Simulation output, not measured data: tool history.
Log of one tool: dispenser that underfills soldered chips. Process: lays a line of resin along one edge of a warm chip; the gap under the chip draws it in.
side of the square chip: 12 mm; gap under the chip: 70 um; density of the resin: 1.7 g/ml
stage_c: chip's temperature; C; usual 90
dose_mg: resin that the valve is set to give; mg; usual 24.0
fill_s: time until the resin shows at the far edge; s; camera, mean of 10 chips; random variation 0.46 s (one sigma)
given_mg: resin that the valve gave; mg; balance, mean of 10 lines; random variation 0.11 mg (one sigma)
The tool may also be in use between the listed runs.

| run | hour | stage_c | dose_mg | fill_s | given_mg |
|---|---|---|---|---|---|
| 1 | 0.0 | 90 | 24.0 | 41.6 | 23.54 |
| 2 | 9.0 | 90 | 24.0 | 65.5 | 23.28 |
|  | 14.2 | new syringe of resin |
| 3 | 14.6 | 90 | 24.0 | 36.1 | 23.42 |
| 4 | 22.1 | 90 | 28.6 | 54.2 | 27.90 |
| 5 | 29.1 | 90 | 27.6 | 80.0 | 26.94 |
|  | 30.5 | new syringe of resin |
| 6 | 35.6 | 90 | 27.6 | 46.7 | 26.73 |
| 7 | 43.0 | 90 | 27.6 | 71.4 | 26.57 |
|  | 47.0 | new syringe of resin |
| 8 | 54.1 | 90 | 27.6 | 52.3 | 26.61 |
| 9 | 59.9 | 80 | 24.0 | 115.2 | 23.07 |
|  | 63.6 | new syringe of resin |
| 10 | 67.9 | 80 | 24.0 | 72.8 | 23.08 |
| 11 | 74.7 | 80 | 24.0 | 105.6 | 22.95 |
|  | 79.5 | new syringe of resin |
| 12 | 85.2 | 99 | 24.0 | 33.5 | 22.87 |
|  | 88.7 | dispensing valve cleaned and set on the balance |
| 13 | 93.9 | 99 | 24.0 | 51.9 | 24.00 |
|  | 96.9 | new syringe of resin |
| 14 | 105.0 | 99 | 24.0 | 38.3 | 23.91 |
| 15 | 111.6 | 100 | 24.0 | 52.6 | 23.95 |
|  | 112.9 | new syringe of resin |
| 16 | 117.7 | 100 | 24.0 | 31.3 | 23.72 |
| 17 | 125.4 | 100 | 24.0 | 47.2 | 23.58 |
|  | 128.9 | new syringe of resin |
| 18 | 133.3 | 100 | 24.0 | 29.9 | 23.75 |
| 19 | 143.8 | 92 | 21.3 | 78.6 | 20.96 |
|  | 145.1 | new syringe of resin |
| 20 | 155.0 | 89 | 25.6 | 64.7 | 25.11 |
|  | 161.6 | new syringe of resin |
| 21 | 166.0 | 84 | 22.6 | 61.6 | 22.24 |
| 22 | 171.4 | 104 | 26.6 | 33.3 | 25.92 |
|  | 178.1 | new syringe of resin |
| 23 | 179.5 | 97 | 26.6 | 28.7 | 25.85 |
| 24 | 189.0 | 97 | 26.6 | 48.3 | 25.87 |
|  | 194.5 | new syringe of resin |
| 25 | 199.5 | 85 | 21.4 | 63.0 | 20.69 |
| 26 | 204.4 | 83 | 24.0 | 87.5 | 23.16 |
|  | 210.7 | new syringe of resin |
| 27 | 212.3 | 76 | 28.5 | 74.7 | 27.56 |
| 28 | 222.8 | 76 | 28.5 | 133.7 | 27.31 |
|  | 227.1 | new syringe of resin |
| 29 | 233.9 | 84 | 22.9 | 73.0 | 21.81 |
|  | 243.2 | new syringe of resin |
| 30 | 245.0 | 84 | 22.9 | 54.2 | 22.00 |
| 31 | 249.8 | 96 | 24.0 | 40.6 | 22.85 |
|  | 254.9 | dispensing valve cleaned and set on the balance |
| 32 | 255.6 | 90 | 21.1 | 71.2 | 21.10 |
|  | 260.6 | new syringe of resin |
| 33 | 264.0 | 90 | 21.1 | 46.3 | 21.14 |
| 34 | 270.3 | 90 | 26.2 | 62.6 | 26.11 |
|  | 276.8 | new syringe of resin |
| 35 | 278.4 | 90 | 26.2 | 40.9 | 25.97 |
| 36 | 288.6 | 96 | 30.7 | 52.5 | 30.47 |

3 ways to go on from here, each from the tool as it stands after run 36. What would each give?
|  | 293.4 | new syringe of resin |
| A | 297.4 | 90 | 20.9 | ? | ? |
|  | 293.4 | new syringe of resin |
| B | 297.4 | 88 | 21.5 | ? | ? |
|  | 293.4 | new syringe of resin |
| C | 297.4 | 76 | 24.3 | ? | ? |

| run | fill_s | given_mg |
|---|---|---|
| A | 49.2 | 20.73 |
| B | 51.5 | 21.20 |
| C | 87.8 | 23.84 |
Without the tool's hidden state the same runs would have given:
| run | fill_s | given_mg |
|---|---|---|
| A | 36.9 | 20.99 |
| B | 38.6 | 21.46 |
| C | 65.7 | 24.14 |
